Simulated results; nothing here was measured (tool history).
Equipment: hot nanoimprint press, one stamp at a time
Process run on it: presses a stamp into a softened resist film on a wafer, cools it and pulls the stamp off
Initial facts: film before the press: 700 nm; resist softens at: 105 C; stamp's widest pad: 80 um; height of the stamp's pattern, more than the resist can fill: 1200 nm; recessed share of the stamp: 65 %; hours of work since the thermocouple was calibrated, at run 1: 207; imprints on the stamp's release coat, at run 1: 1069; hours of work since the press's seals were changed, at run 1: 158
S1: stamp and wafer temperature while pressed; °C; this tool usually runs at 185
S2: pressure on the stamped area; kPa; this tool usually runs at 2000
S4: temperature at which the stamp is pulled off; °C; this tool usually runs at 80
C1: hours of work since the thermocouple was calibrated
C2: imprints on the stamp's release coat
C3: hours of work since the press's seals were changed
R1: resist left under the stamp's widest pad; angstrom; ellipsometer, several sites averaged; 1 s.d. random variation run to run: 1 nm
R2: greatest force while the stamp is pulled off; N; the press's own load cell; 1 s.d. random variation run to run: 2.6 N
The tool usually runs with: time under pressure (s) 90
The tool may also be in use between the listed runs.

run 1 hour=0 | S1=185 S2=2000 time_under_pressure_(s)=90 S4=80 | C1=207 C2=1069 C3=158 | R1=2641 R2=193
run 2 hour=54.4 | S1=185 S2=2000 time_under_pressure_(s)=64 S4=80 | C1=249 C2=1348 C3=200 | R1=2975 R2=199
-- hour=70.8 stamp cleaned and given a new release coat
run 3 hour=100.3 | S1=185 S2=1580 time_under_pressure_(s)=90 S4=80 | C1=279 C2=151 C3=230 | R1=2955 R2=174
-- hour=134.7 plate thermocouple calibrated
run 4 hour=168.2 | S1=185 S2=1580 time_under_pressure_(s)=90 S4=80 | C1=25 C2=483 C3=279 | R1=2852 R2=179
run 5 hour=203.1 | S1=185 S2=2000 time_under_pressure_(s)=90 S4=80 | C1=52 C2=661 C3=305 | R1=2549 R2=177
run 6 hour=241.1 | S1=191 S2=2000 time_under_pressure_(s)=90 S4=80 | C1=81 C2=856 C3=334 | R1=1979 R2=184
run 7 hour=307.9 | S1=191 S2=2000 time_under_pressure_(s)=90 S4=80 | C1=131 C2=1198 C3=385 | R1=1974 R2=188
-- hour=353 stamp cleaned and given a new release coat
run 8 hour=354 | S1=191 S2=2000 time_under_pressure_(s)=90 S4=80 | C1=162 C2=5 C3=415 | R1=1977 R2=168
run 9 hour=382.8 | S1=191 S2=2000 time_under_pressure_(s)=90 S4=80 | C1=183 C2=152 C3=437 | R1=1974 R2=170
run 10 hour=429.4 | S1=185 S2=2000 time_under_pressure_(s)=90 S4=80 | C1=219 C2=391 C3=472 | R1=2510 R2=175
-- hour=466.5 plate thermocouple calibrated, once more
run 11 hour=502.2 | S1=180 S2=1470 time_under_pressure_(s)=171 S4=73 | C1=27 C2=748 C3=525 | R1=3144 R2=226
-- hour=531.3 press's hydraulic seals changed and the load cell set to zero
run 12 hour=554.9 | S1=185 S2=1550 time_under_pressure_(s)=90 S4=68 | C1=61 C2=977 C3=18 | R1=3063 R2=259
run 13 hour=622.8 | S1=178 S2=1550 time_under_pressure_(s)=79 S4=68 | C1=112 C2=1324 C3=69 | R1=4168 R2=260
-- hour=644.7 stamp cleaned and given a new release coat
run 14 hour=687.8 | S1=178 S2=1550 time_under_pressure_(s)=79 S4=68 | C1=157 C2=221 C3=114 | R1=4146 R2=241

Run 15, settings as shown, results not yet in. Your forecast:
run 15 hour=718.3 | S1=178 S2=1550 time_under_pressure_(s)=79 S4=68 | C1=180 C2=377 C3=137 | R1=? R2=?

For run 15 the tool returned R1 4110 angstrom, R2 243 N.
Were there no unlogged condition in the tool, this run, its random variation unchanged, would have produced R1 4191 angstrom, R2 237 N.
